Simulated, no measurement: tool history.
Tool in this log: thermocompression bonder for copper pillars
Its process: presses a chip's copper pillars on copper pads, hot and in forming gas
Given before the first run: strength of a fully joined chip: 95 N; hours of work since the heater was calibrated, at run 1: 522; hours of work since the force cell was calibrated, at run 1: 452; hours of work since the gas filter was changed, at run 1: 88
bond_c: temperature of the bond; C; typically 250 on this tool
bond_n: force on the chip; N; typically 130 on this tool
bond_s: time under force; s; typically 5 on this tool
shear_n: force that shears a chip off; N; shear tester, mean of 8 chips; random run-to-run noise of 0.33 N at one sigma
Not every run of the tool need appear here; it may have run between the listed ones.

run	hour	bond_c	bond_n	bond_s	hours of work since the heater was calibrated	hours of work since the force cell was calibrated	hours of work since the gas filter was changed	shear_n
1	0.0	250	130	5	522	452	88	48.1
2	70.6	250	137	5	572	502	138	50.0
3	128.9	250	137	5	613	543	180	50.1
4	217.9	250	171	5	676	606	242	57.6
# hour 273.6: forming gas filter changed
5	318.8	250	171	5	747	677	32	62.6
6	405.4	250	171	5	808	738	93	61.7
7	472.3	250	171	5	855	786	140	61.0
8	516.1	250	130	5	886	816	171	49.4
9	591.4	250	130	5	939	870	225	48.8
# hour 675.4: forming gas filter changed
10	675.6	250	148	5	999	929	0	59.0
11	744.4	250	148	5	1047	977	49	58.2
12	786.8	250	148	5	1077	1007	79	58.0
13	854.8	250	148	5	1125	1056	127	56.4
14	915.9	262	148	5	1169	1099	170	63.9
15	990.2	262	148	5	1221	1151	223	64.2
16	1037.8	250	102	5	1255	1185	256	41.7
# hour 1073.8: forming gas filter changed
17	1086.8	250	130	4	1289	1219	9	50.8
# hour 1126.7: heater calibrated with a thermocouple chip
18	1171.0	274	78	7	31	1277	67	47.7
19	1254.5	274	78	7	90	1336	126	47.2
# hour 1262.3: force cell calibrated
20	1334.6	250	101	12	146	51	182	50.5
21	1393.1	250	101	12	187	92	223	49.8
# hour 1475.1: forming gas filter changed
22	1476.1	237	123	14	246	151	1	55.7
23	1549.4	237	123	14	297	203	52	54.9
24	1615.5	264	79	11	344	249	99	51.0
# hour 1658.1: force cell calibrated, once more
25	1694.3	250	130	7	399	26	154	52.0
26	1750.4	239	153	7	438	65	193	49.9
27	1793.3	234	156	10	469	96	224	53.2
28	1861.7	254	96	4	517	144	272	33.2
# hour 1875.8: forming gas filter changed
29	1941.7	253	96	5	573	200	47	39.5
30	1983.1	253	96	5	602	229	76	39.0
31	2076.1	256	140	5	668	295	142	54.8
32	2158.7	223	189	5	727	353	200	43.6
33	2245.7	250	117	9	788	415	261	52.3

Consider 5 possible next runs. They are alternatives, not a sequence: every one starts from the tool as it was left by run 33. What does each give?
# hour 2275.9: forming gas filter changed
A	2318.8	252	117	6	839	466	30	?
# hour 2275.9: forming gas filter changed
B	2318.8	223	83	4	839	466	30	?
# hour 2275.9: forming gas filter changed
C	2318.8	236	177	7	839	466	30	?
# hour 2275.9: forming gas filter changed
D	2318.8	240	125	3	839	466	30	?
# hour 2275.9: forming gas filter changed
E	2318.8	224	135	3	839	466	30	?

run	shear_n
A	50.8
B	19.2
C	59.4
D	35.0
E	28.7
Take away the tool's hidden state, keep each run's random variation, and the runs would have read:
run	shear_n
A	46.4
B	16.8
C	54.7
D	31.3
E	25.4
